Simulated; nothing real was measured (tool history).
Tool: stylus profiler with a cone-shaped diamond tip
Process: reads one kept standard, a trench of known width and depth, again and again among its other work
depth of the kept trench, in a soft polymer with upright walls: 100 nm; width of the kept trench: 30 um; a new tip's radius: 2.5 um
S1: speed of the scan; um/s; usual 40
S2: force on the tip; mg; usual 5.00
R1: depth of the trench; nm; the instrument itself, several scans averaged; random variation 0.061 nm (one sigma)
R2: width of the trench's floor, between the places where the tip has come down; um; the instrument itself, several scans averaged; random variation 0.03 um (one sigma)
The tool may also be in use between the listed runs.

| run | day | S1 | S2 | R1 | R2 |
|---|---|---|---|---|---|
| 1 | 0.000 | 40 | 5.00 | 102.40 | 28.47 |
| 2 | 0.429 | 36 | 5.00 | 102.33 | 28.47 |
| 3 | 1.242 | 40 | 5.00 | 102.48 | 28.44 |
| 4 | 1.938 | 10 | 5.00 | 102.35 | 28.51 |
| 5 | 2.583 | 40 | 4.22 | 102.17 | 28.42 |
| 6 | 3.025 | 40 | 4.22 | 102.02 | 28.44 |
| 7 | 3.412 | 40 | 4.22 | 102.15 | 28.37 |
| 8 | 3.883 | 40 | 5.00 | 102.49 | 28.46 |
| 9 | 4.479 | 40 | 5.00 | 102.43 | 28.42 |
| 10 | 5.100 | 106 | 4.81 | 102.28 | 28.21 |
| 11 | 5.496 | 106 | 4.81 | 102.38 | 28.17 |
| 12 | 6.025 | 106 | 1.83 | 101.23 | 27.89 |
| 13 | 6.371 | 106 | 1.83 | 101.27 | 27.92 |
| 14 | 7.175 | 106 | 1.83 | 101.29 | 27.85 |

Run 15 comes next. What will it give?
| 15 | 7.958 | 106 | 1.83 | ? | ? |

R1: 101.22 nm
R2: 27.87 um
Without the tool's hidden state the same run would have given R1 101.21 nm, R2 27.87 um.

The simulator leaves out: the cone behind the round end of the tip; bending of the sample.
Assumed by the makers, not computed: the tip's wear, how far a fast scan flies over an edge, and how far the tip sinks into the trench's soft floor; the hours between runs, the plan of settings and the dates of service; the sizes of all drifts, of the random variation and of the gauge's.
